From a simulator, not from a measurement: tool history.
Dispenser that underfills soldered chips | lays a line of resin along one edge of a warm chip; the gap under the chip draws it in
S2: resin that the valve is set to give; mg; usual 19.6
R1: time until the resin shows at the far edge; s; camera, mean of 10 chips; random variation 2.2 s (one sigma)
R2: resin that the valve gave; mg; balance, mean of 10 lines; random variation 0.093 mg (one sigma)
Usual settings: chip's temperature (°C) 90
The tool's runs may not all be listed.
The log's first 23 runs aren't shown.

At day 7.392: new syringe of resin.
Run 24, day 7.588: usual settings but S2 25.4 mg. Result: R1 228.5 s, R2 25.14 mg.
Run 25, day 7.875: usual settings but chip's temperature (°C) 75, S2 20.5 mg. Result: R1 481.5 s, R2 20.23 mg.
At day 7.954: new syringe of resin.
Run 26, day 8.229: usual settings but chip's temperature (°C) 75, S2 20.5 mg. Result: R1 422.4 s, R2 19.97 mg.
At day 8.538: new syringe of resin.
Run 27, day 8.629: usual settings but chip's temperature (°C) 75, S2 20.5 mg. Result: R1 386.7 s, R2 19.8 mg.
Run 28, day 8.879: usual settings but chip's temperature (°C) 101, S2 25.4 mg. Result: R1 173.8 s, R2 24.58 mg.
At day 9.108: new syringe of resin.
Run 29, day 9.212: usual settings but chip's temperature (°C) 88, S2 20.3 mg. Result: R1 228.1 s, R2 19.53 mg.
Run 30, day 9.483: usual settings but chip's temperature (°C) 91, S2 17.9 mg. Result: R1 258.8 s, R2 17.19 mg.
At day 9.671: new syringe of resin.
Run 31, day 9.829: usual settings but chip's temperature (°C) 94, S2 18.4 mg. Result: R1 201.6 s, R2 17.78 mg.
Run 32, day 10.154: usual settings but chip's temperature (°C) 89, S2 17.1 mg. Result: R1 296 s, R2 16.26 mg.
At day 10.25: new syringe of resin.
Run 33, day 10.425: usual settings but chip's temperature (°C) 96. Result: R1 184 s, R2 18.71 mg.
At day 10.517: dispensing valve cleaned and set on the balance.
Run 34, day 10.804: usual settings but chip's temperature (°C) 100, S2 22.7 mg. Result: R1 196.7 s, R2 22.45 mg.

4 ways to go on from here, each from the tool as it stands after run 34. What would each give?
At day 10.858: new syringe of resin.
Run A, day 11.033: usual settings but chip's temperature (°C) 89, S2 23 mg. Result: R1 ?, R2 ?.
At day 10.858: new syringe of resin.
Run B, day 11.033: usual settings but chip's temperature (°C) 77, S2 22.7 mg. Result: R1 ?, R2 ?.
At day 10.858: new syringe of resin.
Run C, day 11.033: usual settings but S2 20.2 mg. Result: R1 ?, R2 ?.
At day 10.858: new syringe of resin.
Run D, day 11.033: usual settings but chip's temperature (°C) 102, S2 17.2 mg. Result: R1 ?, R2 ?.

run     R1     R2
  A  236.6  22.76
  B    376  22.47
  C  228.1  20.04
  D  156.6  17.12
Without the tool's hidden state the same runs would have given:
run     R1     R2
  A  221.5  22.88
  B  353.3  22.58
  C  213.4  20.13
  D    146   17.2
